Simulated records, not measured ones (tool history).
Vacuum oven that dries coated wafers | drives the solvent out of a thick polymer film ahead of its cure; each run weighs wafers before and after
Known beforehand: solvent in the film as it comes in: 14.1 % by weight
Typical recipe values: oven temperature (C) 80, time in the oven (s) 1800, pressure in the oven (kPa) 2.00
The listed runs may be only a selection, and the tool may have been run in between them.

run,hour,oven temperature (C),time in the oven (s),pressure in the oven (kPa),solvent left in the film (%)
1,0.0,80,1800,2.00,1.57
2,30.8,80,1800,1.24,1.36
3,77.9,90,1800,2.00,0.54
4,99.5,80,1800,2.00,1.57
5,143.5,80,1800,1.16,1.34
6,192.4,80,1800,2.00,1.52
7,217.9,80,1800,2.00,1.56
8,263.9,80,1800,2.00,1.53
9,293.8,80,1800,2.00,1.52
10,335.0,80,1800,2.00,1.51
11,358.6,80,1800,2.00,1.51
12,409.0,80,2820,2.00,0.80
13,445.7,80,2820,2.01,0.80
14,484.6,80,2820,2.01,0.79
15,519.8,80,2820,2.01,0.79
16,556.9,68,2340,5.61,4.44
17,606.7,80,2220,2.45,1.23
18,637.6,80,3060,6.62,1.87
19,668.3,70,1680,7.50,5.50
20,711.5,70,1680,7.50,5.49
21,734.0,69,3120,4.89,3.07

Below are 3 alternative next runs, each starting from the tool's condition after run 21. Predict each:
A,762.3,93,960,1.54,?
B,762.3,74,1800,2.00,?
C,762.3,71,3120,1.46,?

run,solvent left in the film (%)
A,1.03
B,2.64
C,1.52
Without the tool's unlogged condition, the same runs would have read:
run,solvent left in the film (%)
A,1.11
B,2.80
C,1.61
